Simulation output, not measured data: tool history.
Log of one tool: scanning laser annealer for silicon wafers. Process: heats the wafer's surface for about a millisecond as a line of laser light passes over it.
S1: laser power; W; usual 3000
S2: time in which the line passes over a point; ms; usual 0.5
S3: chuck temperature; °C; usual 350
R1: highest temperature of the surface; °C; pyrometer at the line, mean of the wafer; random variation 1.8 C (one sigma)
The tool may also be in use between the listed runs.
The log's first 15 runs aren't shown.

run,hour,S1,S2,S3,R1
16,663.1,3000,0.5,350,1033
17,697.3,3000,0.5,366,1045
18,739.2,3000,0.5,350,1028
19,795.1,3000,0.5,350,1024
20,843.8,3000,0.518,350,1036
21,891.2,3000,0.609,336,1085
22,937.9,3000,0.568,350,1067
23,988.2,3157,0.59,350,1115
# hour 1004.5: window over the wafer cleaned
24,1045.8,3157,0.421,353,1022
25,1079.1,2593,0.421,371,921
26,1137.5,3105,0.525,358,1102
27,1176.2,2738,0.5,328,966
28,1221.3,3284,0.359,378,1010
29,1277.7,2950,0.445,333,971
30,1320.1,2759,0.5,344,979
31,1368.6,3064,0.5,350,1050
32,1403.5,3064,0.5,350,1047
33,1442.3,3000,0.454,321,966
34,1469.2,3000,0.454,321,968
35,1497.6,3000,0.369,357,930
36,1533,3000,0.369,357,929
37,1587.3,2584,0.369,349,842

Run 38 comes next. What will it give?
38,1635.2,2703,0.422,390,?

Run 38 gave R1 943 °C.
Without the tool's hidden state the same run would have given R1 974 °C.

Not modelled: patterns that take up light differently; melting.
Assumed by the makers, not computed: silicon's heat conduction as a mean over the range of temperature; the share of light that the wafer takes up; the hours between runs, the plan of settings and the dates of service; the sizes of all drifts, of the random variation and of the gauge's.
